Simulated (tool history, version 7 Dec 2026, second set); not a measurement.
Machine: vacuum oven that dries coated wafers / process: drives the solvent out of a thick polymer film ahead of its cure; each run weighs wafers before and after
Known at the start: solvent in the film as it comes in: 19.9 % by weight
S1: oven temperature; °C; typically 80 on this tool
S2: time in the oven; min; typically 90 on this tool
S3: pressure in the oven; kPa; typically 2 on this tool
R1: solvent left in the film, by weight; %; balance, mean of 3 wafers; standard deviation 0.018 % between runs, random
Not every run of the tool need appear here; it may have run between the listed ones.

run    hour  S1   S2    S3    R1
  1       0  80   90     2  2.09
  2    62.2  80   90     2  2.08
  3   123.1  95   90     2   0.9
  4   215.7  80  115     2  1.76
  5   312.5  80   70     2  2.64
  6   425.6  80   70     2  2.71
  7   536.5  80   70     2  2.62
  8   651.1  80   90     2  2.08
  9   768.2  80   90     2  2.04
 10   821.8  80   90     2  2.08
 11   918.8  80   90     2  2.07
 12   975.6  80   90     2  2.06
 13  1091.2  80   90     2  2.07
 14  1205.6  91   90     2   1.1
 15  1261.4  80   90  3.12  2.75
 16  1358.2  70   90     2  4.06
 17  1430.7  70   90     2  4.03
 18  1519.6  80   90     2  1.67
 19  1570.9  80   90     2  1.73
 20  1626.2  80   90     2   1.7
 21  1705.8  80   90     2  1.67
 22  1794.3  70   90     2  4.45
 23  1888.9  80   60     2  3.05
 24    1948  95  143  7.16  2.53
 25    2005  73  142  2.62  2.76
 26  2088.4  74   61  2.74  5.29
 27  2173.3  92  153  2.06  0.83
 28  2255.1  74  118  1.31  1.89
 29  2359.4  88   90     2  1.03
 30  2430.7  86   49  7.49  4.79
 31  2497.9  86   49  7.49   4.8
 32  2561.8  86   49  7.49  4.75
 33  2620.2  80  108  2.89  2.16
 34  2677.5  82   90  2.72  1.98
 35  2748.9  77   90  1.11  1.82
 36  2803.9  77   90  1.11  1.86
 37  2919.5  77   90  1.11  1.82
 38  3019.8  80   62     2  2.85
 39  3132.8  86  125  3.97  2.04
 40  3218.4  70   90  1.58     4
 41  3283.8  80   97  3.11  2.38
 42  3358.3  80   97  3.11  2.38

Missing from the log above: 2 entries noted between runs. For each, name the pair of listed runs it sits between and say how the tool's hidden condition differs from the listed run just before to the listed run just after:
Logged between run 15 and run 16: vacuum gauge cleaned of residue and calibrated (hour 1285.9)
  true wafer temperature over the reading, C: 0.67 -> 0.73; true pressure over the reading, kPa: 0.6 -> 0.009
  measured result minus the result with no hidden state, R1: +0.24 -> -0.24 %
Logged between run 21 and run 22: oven's thermocouples calibrated (hour 1793)
  true wafer temperature over the reading, C: 0.92 -> -0.33; true pressure over the reading, kPa: 0.046 -> 0.056
  measured result minus the result with no hidden state, R1: -0.12 -> +0.16 %
